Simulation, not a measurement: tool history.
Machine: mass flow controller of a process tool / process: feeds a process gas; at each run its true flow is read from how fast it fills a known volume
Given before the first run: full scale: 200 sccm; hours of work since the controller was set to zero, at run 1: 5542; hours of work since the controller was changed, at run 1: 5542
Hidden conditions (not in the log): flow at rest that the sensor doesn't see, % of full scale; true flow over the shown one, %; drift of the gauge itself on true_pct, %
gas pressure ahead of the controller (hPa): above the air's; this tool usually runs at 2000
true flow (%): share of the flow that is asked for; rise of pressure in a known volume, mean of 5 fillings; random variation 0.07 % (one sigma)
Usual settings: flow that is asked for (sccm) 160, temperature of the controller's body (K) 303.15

run      day  flow that is asked for (sccm)  gas pressure ahead of the controller (hPa)  temperature of the controller's body (K)  hours of work since the controller was set to zero  hours of work since the controller was changed  true flow (%)
  1    0.000                            160                                        2000                                    303.15                                                5542                                            5542          98.98
  2   11.804                             91                                        2000                                    303.15                                                5639                                            5639          97.74
  3   28.708                             91                                        2000                                    303.15                                                5778                                            5778          97.84
  4   45.654                            160                                        2000                                    311.15                                                5917                                            5917          98.04
  5   59.733                            160                                        2000                                    311.15                                                6033                                            6033          98.08
  6   74.658                            160                                        2000                                    311.15                                                6155                                            6155          98.13
  7   87.821                            160                                        2000                                    311.15                                                6263                                            6263          98.04
  8  100.917                            160                                        2000                                    311.15                                                6371                                            6371          98.13
  9  112.192                            160                                        2000                                    303.15                                                6464                                            6464          98.92
 10  130.612                            160                                        2000                                    301.15                                                6615                                            6615          99.04
 11  140.433                            160                                        2000                                    303.15                                                6696                                            6696          98.90
 12  152.288                            160                                        2000                                    303.15                                                6793                                            6793          98.95
 13  167.300                            160                                        2000                                    305.15                                                6917                                            6917          98.74
 14  178.100                            160                                        2000                                    305.15                                                7005                                            7005          98.67
 15  186.904                            190                                        2000                                    303.15                                                7078                                            7078          99.36
 16  195.217                            160                                        2000                                    303.15                                                7146                                            7146          99.02
 17  208.517                            160                                        2000                                    303.15                                                7255                                            7255          98.95
 18  219.604                            160                                        2000                                    303.15                                                7346                                            7346          98.91
 19  229.475                            160                                        2000                                    303.15                                                7428                                            7428          98.96
 20  242.496                            160                                        2000                                    303.15                                                7535                                            7535          98.77
 21  252.833                            160                                        2000                                    303.15                                                7620                                            7620          98.86
 22  262.612                            160                                        2000                                    303.15                                                7700                                            7700          98.88
 23  270.279                            160                                        2000                                    303.15                                                7763                                            7763          99.00
 24  278.688                            160                                        2000                                    303.15                                                7832                                            7832          98.84
     284.358  -- controller's zero set anew
 25  287.158                            160                                        2000                                    303.15                                                  23                                            7901         100.11
 26  297.258                             25                                        2450                                    294.15                                                 106                                            7984         100.15
 27  305.075                             25                                        2450                                    294.15                                                 170                                            8049         100.01
 28  319.304                             22                                        2000                                    297.15                                                 287                                            8166          99.48
 29  329.800                             22                                        2000                                    297.15                                                 373                                            8252          99.25
 30  348.454                             22                                        2760                                    297.15                                                 527                                            8405          99.09
 31  362.896                             29                                        2760                                    297.15                                                 645                                            8524          99.50
 32  377.983                             46                                        2340                                    304.15                                                 769                                            8648          98.97
 33  387.375                             22                                        1530                                    298.15                                                 847                                            8725          98.48
 34  403.408                             70                                        1500                                    296.15                                                 978                                            8857          99.99
 35  412.562                             82                                        2720                                    303.15                                                1054                                            8932          99.66
 36  431.288                             82                                        2720                                    303.15                                                1208                                            9086          99.60
 37  441.029                            160                                        1700                                    309.15                                                1288                                            9166          99.47
 38  453.933                            160                                        1700                                    309.15                                                1394                                            9272          99.48
 39  472.333                            160                                        1700                                    309.15                                                1545                                            9423          99.39
 40  481.258                             23                                        1900                                    309.15                                                1618                                            9497          96.76
 41  495.562                             23                                        1900                                    309.15                                                1736                                            9614          96.67
 42  506.383                             23                                        1900                                    309.15                                                1825                                            9703          96.57
 43  520.004                            160                                        1550                                    302.15                                                1937                                            9815         100.15
 44  532.575                             67                                        1710                                    312.15                                                2040                                            9918          98.02
 45  549.525                             98                                        1530                                    303.15                                                2179                                           10058          99.31
 46  557.100                             98                                        1530                                    303.15                                                2242                                           10120          99.37
 47  573.183                            160                                        2010                                    299.15                                                2374                                           10252         100.45

Branching from run 47: 3 alternative next runs. What would each branch give?
  A  586.267                             40                                        2010                                    299.15                                                2481                                           10360              ?
  B  586.267                             67                                        2010                                    306.15                                                2481                                           10360              ?
  C  586.267                             74                                        1530                                    301.15                                                2481                                           10360              ?

run  true flow (%)
  A          98.30
  B          98.48
  C          99.11
Had the tool no hidden state, the same runs would have come out as:
run  true flow (%)
  A          98.86
  B          98.30
  C          98.83
